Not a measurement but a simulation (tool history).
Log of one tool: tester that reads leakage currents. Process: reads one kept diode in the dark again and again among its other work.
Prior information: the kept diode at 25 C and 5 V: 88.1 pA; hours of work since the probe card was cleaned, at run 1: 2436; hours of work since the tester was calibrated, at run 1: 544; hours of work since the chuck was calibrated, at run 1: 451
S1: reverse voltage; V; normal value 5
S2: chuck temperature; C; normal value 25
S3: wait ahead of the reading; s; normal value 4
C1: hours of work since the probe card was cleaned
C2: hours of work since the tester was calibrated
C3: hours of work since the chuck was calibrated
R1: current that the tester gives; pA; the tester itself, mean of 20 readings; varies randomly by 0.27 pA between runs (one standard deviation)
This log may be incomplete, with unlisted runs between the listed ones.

Run 1, hour 0: usual settings; C1 2436; C2 544; C3 451. Result: R1 99.82 pA.
Run 2, hour 75.9: usual settings but S1 2.67 V; C1 2485; C2 592; C3 499. Result: R1 76.73 pA.
Run 3, hour 147.6: usual settings but S1 1.29 V; C1 2531; C2 638; C3 545. Result: R1 56.46 pA.
Run 4, hour 201.7: usual settings but S1 1.29 V; C1 2565; C2 673; C3 580. Result: R1 56.9 pA.
Run 5, hour 262: usual settings but S1 1.29 V; C1 2604; C2 712; C3 619. Result: R1 57.43 pA.
Run 6, hour 311.2: usual settings but S1 1.29 V; C1 2636; C2 743; C3 650. Result: R1 57.72 pA.
Run 7, hour 365.9: usual settings but S3 0.63 s; C1 2671; C2 778; C3 685. Result: R1 106.42 pA.
Run 8, hour 421.8: usual settings but S3 0.63 s; C1 2706; C2 814; C3 721. Result: R1 107.5 pA.
At hour 484.5: chuck's temperature calibrated.
Run 9, hour 488.9: usual settings; C1 2748; C2 856; C3 3. Result: R1 88.67 pA.
Run 10, hour 535.8: usual settings; C1 2778; C2 886; C3 33. Result: R1 89.5 pA.
Run 11, hour 594.5: usual settings but S2 37 C; C1 2816; C2 923; C3 70. Result: R1 241.72 pA.
Run 12, hour 680.1: usual settings but S2 21 C; C1 2871; C2 978; C3 125. Result: R1 64.71 pA.
Run 13, hour 748.1: usual settings but S2 21 C; C1 2914; C2 1022; C3 169. Result: R1 65.18 pA.
Run 14, hour 824.1: usual settings but S2 21 C; C1 2963; C2 1070; C3 218. Result: R1 65.97 pA.
Run 15, hour 886.9: usual settings but S2 21 C; C1 3003; C2 1111; C3 258. Result: R1 66.97 pA.
Run 16, hour 949.1: usual settings but S2 32 C; C1 3043; C2 1151; C3 298. Result: R1 168.88 pA.
Run 17, hour 1028.5: usual settings; C1 3094; C2 1201; C3 349. Result: R1 95.5 pA.
Run 18, hour 1082.6: usual settings but S3 0.45 s; C1 3128; C2 1236; C3 383. Result: R1 99.2 pA.
Run 19, hour 1139.6: usual settings but S3 0.45 s; C1 3165; C2 1273; C3 420. Result: R1 100.04 pA.
Run 20, hour 1196.2: usual settings; C1 3201; C2 1309; C3 456. Result: R1 97.55 pA.
Run 21, hour 1249: usual settings but S2 26 C, S3 2.89 s; C1 3235; C2 1343; C3 490. Result: R1 107.01 pA.
Run 22, hour 1310.9: usual settings but S1 1.24 V, S2 41 C, S3 4.05 s; C1 3275; C2 1382; C3 529. Result: R1 198.56 pA.
At hour 1387.6: probe card cleaned and baked.
Run 23, hour 1399.9: usual settings but S1 1.24 V, S2 41 C, S3 4.05 s; C1 8; C2 1437; C3 585. Result: R1 199.73 pA.
Run 24, hour 1483.4: usual settings but S1 1.24 V, S2 41 C, S3 4.05 s; C1 61; C2 1491; C3 638. Result: R1 200.94 pA.
Run 25, hour 1537.2: usual settings but S2 28 C, S3 0.62 s; C1 96; C2 1525; C3 673. Result: R1 130.99 pA.
Run 26, hour 1602.9: usual settings but S1 1.47 V, S2 22 C, S3 0.33 s; C1 138; C2 1568; C3 715. Result: R1 47.16 pA.

Forecast run 27:
Run 27, hour 1671.9: usual settings but S1 6.59 V, S2 53 C, S3 0.43 s; C1 182; C2 1612; C3 759. Result: R1 ?.

Run 27 yielded R1 1039.34 pA.
The same run, on a tool lacking any hidden state, would have yielded R1 927.21 pA.
